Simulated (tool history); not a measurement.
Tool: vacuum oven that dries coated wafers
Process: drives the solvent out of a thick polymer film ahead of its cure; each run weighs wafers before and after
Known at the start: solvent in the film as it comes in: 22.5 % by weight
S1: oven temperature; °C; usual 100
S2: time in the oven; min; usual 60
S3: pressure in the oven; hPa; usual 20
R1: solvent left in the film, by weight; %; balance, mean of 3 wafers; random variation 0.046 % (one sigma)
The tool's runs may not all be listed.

run   hour   S1  S2  S3    R1
  1      0  100  60  20  3.53
  2   10.4  100  60  20  3.51
  3   22.6  100  60  20  3.52
  4   31.5  100  60  20  3.64
  5   38.3  100  60  20  3.44
  6   48.1  100  60  20  3.49
  7     56  100  60  20  3.57
  8   65.2  103  60  20  2.54
  9   79.1   98  60  20   4.2
 10   86.2  100  60  20   3.5
 11  100.5  100  60  20  3.58
 12  110.4  108  60  20  1.36
 13  123.7  108  60  20  1.34
 14  138.2  100  60  20   3.5
 15  145.2  100  60  20  3.47
 16  156.8  100  60  20  3.44
 17  162.9  100  60  20  3.48
 18  177.5  100  32  20  7.19
 19    189  100  32  20  7.13
 20  197.9  100  32  20  7.23
 21  212.1  100  60  20  3.48
 22  219.6  100  60  20  3.47
 23  229.4   91  60  20  7.53

Forecast run 24:
 24  240.5  95  60  36   ?

R1: 6.23 %
Without the tool's hidden state the same run would have given R1 6.6 %.
